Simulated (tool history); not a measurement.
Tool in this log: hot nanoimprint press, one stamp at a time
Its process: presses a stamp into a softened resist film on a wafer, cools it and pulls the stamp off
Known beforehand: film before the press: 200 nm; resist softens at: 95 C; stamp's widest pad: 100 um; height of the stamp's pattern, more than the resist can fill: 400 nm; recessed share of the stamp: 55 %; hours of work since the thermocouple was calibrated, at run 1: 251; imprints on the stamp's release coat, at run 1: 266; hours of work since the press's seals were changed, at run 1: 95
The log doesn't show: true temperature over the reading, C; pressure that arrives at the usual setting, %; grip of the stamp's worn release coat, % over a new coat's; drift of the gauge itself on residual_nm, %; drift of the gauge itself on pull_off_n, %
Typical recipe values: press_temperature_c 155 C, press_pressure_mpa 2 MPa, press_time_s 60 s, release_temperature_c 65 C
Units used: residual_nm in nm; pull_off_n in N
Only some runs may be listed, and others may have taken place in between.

run    day  press_temperature_c  press_pressure_mpa  press_time_s  release_temperature_c  hours of work since the thermocouple was calibrated  imprints on the stamp's release coat  hours of work since the press's seals were changed  residual_nm  pull_off_n
  1      0                  155                   2            60                     65                                                  251                                   266                                                  95         74.6         236
  2  0.417                  155                   2            45                     65                                                  255                                   281                                                  99         83.6         228
  3  0.662                  155                   2            45                     65                                                  258                                   289                                                 102         83.9         236
  4  1.092                  155                   2            66                     65                                                  262                                   304                                                 106         71.6         242
  5  1.508                  155                   2            66                     65                                                  267                                   318                                                 110         71.8         237
  6  1.975                  155                   2            66                     65                                                  272                                   334                                                 115         72.3         232
  7  2.233                  155                   2            66                     65                                                  274                                   343                                                 118         72.2         242
  8  2.479                  155                   2            66                     65                                                  277                                   351                                                 120         70.6         234
  9   2.75                  155                   2            66                     65                                                  280                                   360                                                 123         71.2         239
 10  3.021                  155                   2            66                     65                                                  282                                   369                                                 126         72.1         238
 11  3.417                  155                   2            66                     65                                                  287                                   383                                                 130         71.5         245
 12  3.625                  155                   2            56                     65                                                  289                                   390                                                 132           76         239
 13  3.962                  155                   2            56                     65                                                  292                                   402                                                 136         76.7         233
     4.112  -- plate thermocouple calibrated
 14  4.562                  165                 1.6           114                     65                                                    5                                   418                                                 141         35.7         243
     4.904  -- plate thermocouple calibrated, once more
 15  5.112                  165                 1.6           114                     65                                                    2                                   433                                                 145         38.2         243
 16  5.546                  155                   2            59                     72                                                    7                                   447                                                 150         79.9         230
 17   5.75                  155                   2            59                     72                                                    9                                   454                                                 152         79.6         228
 18  6.233                  155                   2            59                     72                                                   14                                   471                                                 157         79.8         229
 19  6.608                  155                   2            59                     59                                                   18                                   484                                                 161         79.8         248
 20  7.042                  155                   2            59                     61                                                   22                                   499                                                 165         79.1         255
 21  7.392                  155                   2            59                     61                                                   26                                   510                                                 169         81.9         258
 22  7.717                  160                2.21            82                     62                                                   29                                   522                                                 172         48.8         256
 23  7.996                  160                2.21            82                     62                                                   32                                   531                                                 175         50.8         252
 24  8.258                  160                2.21            82                     62                                                   35                                   540                                                 178         50.4         260
 25  8.475                  151                2.21            82                     64                                                   37                                   547                                                 180           83         248

Had the tool no unlogged condition, and each run kept its random variation, what would the results have been?
run  residual_nm  pull_off_n
  1         78.7         227
  2         88.1         219
  3         88.5         226
  4         75.8         231
  5         76.1         226
  6         76.7         221
  7         76.6         229
  8           75         222
  9         75.6         226
 10         76.6         225
 11         76.1         231
 12         80.7         225
 13         81.6         220
 14         38.3         228
 15           38         225
 16         79.5         213
 17         79.3         211
 18         79.6         211
 19         79.6         228
 20           79         233
 21         81.8         236
 22         48.8         234
 23         50.8         230
 24         50.4         237
 25         83.1         226

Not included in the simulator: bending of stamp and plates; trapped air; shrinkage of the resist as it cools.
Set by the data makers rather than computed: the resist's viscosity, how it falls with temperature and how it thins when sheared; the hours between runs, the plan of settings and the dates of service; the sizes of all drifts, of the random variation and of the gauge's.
